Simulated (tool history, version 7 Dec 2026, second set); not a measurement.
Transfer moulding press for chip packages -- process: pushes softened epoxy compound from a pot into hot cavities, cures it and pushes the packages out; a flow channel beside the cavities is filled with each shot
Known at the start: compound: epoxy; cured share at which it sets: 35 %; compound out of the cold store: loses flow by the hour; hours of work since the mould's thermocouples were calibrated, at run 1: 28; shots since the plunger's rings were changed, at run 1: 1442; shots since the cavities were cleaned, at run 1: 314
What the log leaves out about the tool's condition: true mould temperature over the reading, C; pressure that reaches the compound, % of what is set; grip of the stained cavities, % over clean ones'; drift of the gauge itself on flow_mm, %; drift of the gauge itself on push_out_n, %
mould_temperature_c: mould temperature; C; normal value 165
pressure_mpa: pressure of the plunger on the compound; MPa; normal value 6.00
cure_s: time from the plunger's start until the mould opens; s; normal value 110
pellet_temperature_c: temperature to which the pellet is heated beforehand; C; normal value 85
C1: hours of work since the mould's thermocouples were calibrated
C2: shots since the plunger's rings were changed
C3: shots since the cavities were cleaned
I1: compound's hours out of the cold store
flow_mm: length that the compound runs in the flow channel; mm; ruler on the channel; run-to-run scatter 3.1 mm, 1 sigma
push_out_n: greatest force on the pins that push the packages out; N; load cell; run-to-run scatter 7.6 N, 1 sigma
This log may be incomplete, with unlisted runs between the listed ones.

Run 1, hour 0.0: usual settings; C1 28; C2 1442; C3 314; I1 45.9. Result: flow_mm 939 mm, push_out_n 307 N.
Run 2, hour 9.7: usual settings; C1 32; C2 1504; C3 376; I1 11.1. Result: flow_mm 1032 mm, push_out_n 330 N.
Run 3, hour 17.6: usual settings but mould_temperature_c 171 C; C1 36; C2 1556; C3 428; I1 40.7. Result: flow_mm 925 mm, push_out_n 261 N.
Run 4, hour 24.1: usual settings but mould_temperature_c 171 C; C1 38; C2 1598; C3 470; I1 31.5. Result: flow_mm 958 mm, push_out_n 254 N.
Run 5, hour 32.4: usual settings but mould_temperature_c 171 C; C1 42; C2 1652; C3 524; I1 44.7. Result: flow_mm 916 mm, push_out_n 253 N.
Run 6, hour 46.8: usual settings but mould_temperature_c 171 C; C1 48; C2 1746; C3 618; I1 14.4. Result: flow_mm 1001 mm, push_out_n 256 N.
At hour 55.4: cavities cleaned with cleaning compound and waxed.
Run 7, hour 56.8: usual settings but mould_temperature_c 171 C; C1 51; C2 1801; C3 9; I1 39.9. Result: flow_mm 930 mm, push_out_n 247 N.
Run 8, hour 65.1: usual settings but mould_temperature_c 171 C; C1 55; C2 1855; C3 63; I1 30.9. Result: flow_mm 954 mm, push_out_n 252 N.
Run 9, hour 73.8: usual settings; C1 59; C2 1911; C3 119; I1 40.7. Result: flow_mm 952 mm, push_out_n 315 N.
Run 10, hour 83.6: usual settings; C1 63; C2 1975; C3 183; I1 45.0. Result: flow_mm 937 mm, push_out_n 311 N.
Run 11, hour 92.6: usual settings; C1 66; C2 2033; C3 241; I1 16.3. Result: flow_mm 1016 mm, push_out_n 318 N.
Run 12, hour 105.2: usual settings; C1 72; C2 2115; C3 323; I1 8.4. Result: flow_mm 1040 mm, push_out_n 333 N.
Run 13, hour 118.0: usual settings but pressure_mpa 6.65 MPa, pellet_temperature_c 93 C; C1 77; C2 2199; C3 407; I1 17.1. Result: flow_mm 1058 mm, push_out_n 325 N.
Run 14, hour 124.0: usual settings but pressure_mpa 7.12 MPa, cure_s 124 s; C1 80; C2 2237; C3 445; I1 24.6. Result: flow_mm 1081 mm, push_out_n 265 N.
Run 15, hour 130.2: usual settings but mould_temperature_c 164 C, pressure_mpa 6.26 MPa, cure_s 124 s, pellet_temperature_c 94 C; C1 82; C2 2278; C3 486; I1 38.6. Result: flow_mm 983 mm, push_out_n 282 N.
Run 16, hour 138.6: usual settings but pressure_mpa 5.78 MPa; C1 86; C2 2332; C3 540; I1 42.9. Result: flow_mm 925 mm, push_out_n 307 N.

Run 17, settings as shown, results not yet in. Your forecast:
Run 17, hour 149.4: usual settings but pressure_mpa 5.78 MPa; C1 90; C2 2402; C3 610; I1 17.3. Result: flow_mm ?, push_out_n ?.

flow_mm: 989 mm
push_out_n: 330 N
If the tool had no hidden condition, the same run with the same run-to-run variation would have returned flow_mm 990 mm, push_out_n 326 N.
